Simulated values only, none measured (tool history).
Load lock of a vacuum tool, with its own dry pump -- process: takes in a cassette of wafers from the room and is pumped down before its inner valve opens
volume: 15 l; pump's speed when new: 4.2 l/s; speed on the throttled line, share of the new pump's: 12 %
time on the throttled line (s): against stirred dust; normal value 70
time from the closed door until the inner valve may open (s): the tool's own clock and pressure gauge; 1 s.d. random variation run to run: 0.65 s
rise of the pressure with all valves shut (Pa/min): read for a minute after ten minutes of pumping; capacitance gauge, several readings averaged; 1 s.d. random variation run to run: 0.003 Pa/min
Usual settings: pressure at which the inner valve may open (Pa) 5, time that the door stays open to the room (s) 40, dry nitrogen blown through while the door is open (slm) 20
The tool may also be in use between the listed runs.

run,hour,time on the throttled line (s),pressure at which the inner valve may open (Pa),time that the door stays open to the room (s),dry nitrogen blown through while the door is open (slm),"incoming humidity of the room's air, %",time from the closed door until the inner valve may open (s),rise of the pressure with all valves shut (Pa/min)
1,0,70,5,40,20,45.8,97.7,0.027
2,260.1,70,5,40,20,47.8,97.5,0.035
3,494.6,70,5,40,20,46.8,97.6,0.036
4,657.1,70,5,40,20,44,97.2,0.037
5,975.2,70,5,40,20,46.7,97.1,0.025
6,1195.9,70,5,40,20,47,96.5,0.035
7,1351.4,70,5,40,11,46.3,95.9,0.043
8,1505,70,5,60,20,41.2,96.9,0.031
9,1825.5,70,7,40,20,45.6,95.6,0.033
10,2134.5,104,7,40,20,45.8,125.9,0.032
11,2465.2,70,5,35,20,45.8,97.8,0.037
12,2631.5,70,5,40,4,44.7,97.4,0.063
13,2800.1,44,7,40,20,45.5,72.6,0.035
14,3134.3,63,8,143,12,47,89.6,0.068
15,3385.5,60,8,46,44,44.1,87.4,0.027
16,3615.3,60,8,46,44,43.7,86.3,0.026
17,3939.1,113,5,66,6,44.6,133.8,0.063
18,4073.7,113,5,66,6,46.2,134.2,0.068
19,4376.3,113,5,66,6,42.4,133.7,0.06
20,4598.8,113,5,66,6,47.5,135,0.067
21,4884.4,113,5,66,6,44.7,134.4,0.068
22,5137.1,113,6,132,6,46.1,133.8,0.094

3 options for the next run, each taken on its own from the tool as it stands now. Forecast them:
A,5339.8,113,6,98,33,43.1,?,?
B,5339.8,59,5,40,24,44.9,?,?
C,5339.8,70,5,198,8,46,?,?

run,time from the closed door until the inner valve may open (s),rise of the pressure with all valves shut (Pa/min)
A,134.6,0.031
B,87.1,0.032
C,96.7,0.097
With no hidden state in the tool, these same runs would have given:
run,time from the closed door until the inner valve may open (s),rise of the pressure with all valves shut (Pa/min)
A,134.5,0.029
B,87,0.03
C,96.7,0.095

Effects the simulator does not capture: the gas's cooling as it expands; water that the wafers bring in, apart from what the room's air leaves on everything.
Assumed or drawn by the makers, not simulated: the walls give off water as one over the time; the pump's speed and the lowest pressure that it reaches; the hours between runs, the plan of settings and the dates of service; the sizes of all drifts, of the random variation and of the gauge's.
